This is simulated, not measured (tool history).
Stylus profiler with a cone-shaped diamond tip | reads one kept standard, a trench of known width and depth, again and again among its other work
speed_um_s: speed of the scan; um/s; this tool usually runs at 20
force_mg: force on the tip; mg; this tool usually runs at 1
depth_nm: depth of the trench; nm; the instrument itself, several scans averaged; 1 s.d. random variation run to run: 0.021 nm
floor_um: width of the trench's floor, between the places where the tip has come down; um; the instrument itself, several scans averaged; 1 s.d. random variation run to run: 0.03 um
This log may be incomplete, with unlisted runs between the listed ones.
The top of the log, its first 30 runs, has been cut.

{"run": 31, "hour": 1156.6, "speed_um_s": 31, "force_mg": 1.68, "depth_nm": 202.61, "floor_um": 17.51}
{"run": 32, "hour": 1178.2, "speed_um_s": 31, "force_mg": 1.68, "depth_nm": 202.63, "floor_um": 17.52}
{"run": 33, "hour": 1205.3, "speed_um_s": 7, "force_mg": 2.17, "depth_nm": 203.09, "floor_um": 17.56}
{"run": 34, "hour": 1256.3, "speed_um_s": 7, "force_mg": 2.17, "depth_nm": 203.07, "floor_um": 17.53}
{"run": 35, "hour": 1309.5, "speed_um_s": 52, "force_mg": 1.41, "depth_nm": 202.32, "floor_um": 17.19}
{"run": 36, "hour": 1355.4, "speed_um_s": 52, "force_mg": 1.41, "depth_nm": 202.35, "floor_um": 17.13}
{"run": 37, "hour": 1387.5, "speed_um_s": 52, "force_mg": 1.41, "depth_nm": 202.32, "floor_um": 17.13}
{"run": 38, "hour": 1431.7, "speed_um_s": 51, "force_mg": 2.17, "depth_nm": 203.11, "floor_um": 17.13}
{"run": 39, "hour": 1462.8, "speed_um_s": 51, "force_mg": 2.17, "depth_nm": 203.09, "floor_um": 17.11}
{"run": 40, "hour": 1508.3, "speed_um_s": 51, "force_mg": 2.17, "depth_nm": 203.15, "floor_um": 17.03}
{"run": 41, "hour": 1537.5, "speed_um_s": 32, "force_mg": 1.02, "depth_nm": 201.95, "floor_um": 17.02}

Below are 5 alternative next runs, each starting from the tool's condition after run 41. Predict each:
{"run": "A", "hour": 1568.8, "speed_um_s": 15, "force_mg": 1.57, "depth_nm": "?", "floor_um": "?"}
{"run": "B", "hour": 1568.8, "speed_um_s": 17, "force_mg": 0.4, "depth_nm": "?", "floor_um": "?"}
{"run": "C", "hour": 1568.8, "speed_um_s": 20, "force_mg": 1.61, "depth_nm": "?", "floor_um": "?"}
{"run": "D", "hour": 1568.8, "speed_um_s": 14, "force_mg": 1, "depth_nm": "?", "floor_um": "?"}
{"run": "E", "hour": 1568.8, "speed_um_s": 32, "force_mg": 1.29, "depth_nm": "?", "floor_um": "?"}

run=A depth_nm=202.52 floor_um=17.13
run=B depth_nm=201.08 floor_um=17.09
run=C depth_nm=202.61 floor_um=17.06
run=D depth_nm=201.92 floor_um=17.11
run=E depth_nm=202.27 floor_um=17.03
Take away the tool's hidden state, keep each run's random variation, and the runs would have read:
run=A depth_nm=202.41 floor_um=17.97
run=B depth_nm=200.97 floor_um=17.93
run=C depth_nm=202.5 floor_um=17.91
run=D depth_nm=201.81 floor_um=17.95
run=E depth_nm=202.16 floor_um=17.87

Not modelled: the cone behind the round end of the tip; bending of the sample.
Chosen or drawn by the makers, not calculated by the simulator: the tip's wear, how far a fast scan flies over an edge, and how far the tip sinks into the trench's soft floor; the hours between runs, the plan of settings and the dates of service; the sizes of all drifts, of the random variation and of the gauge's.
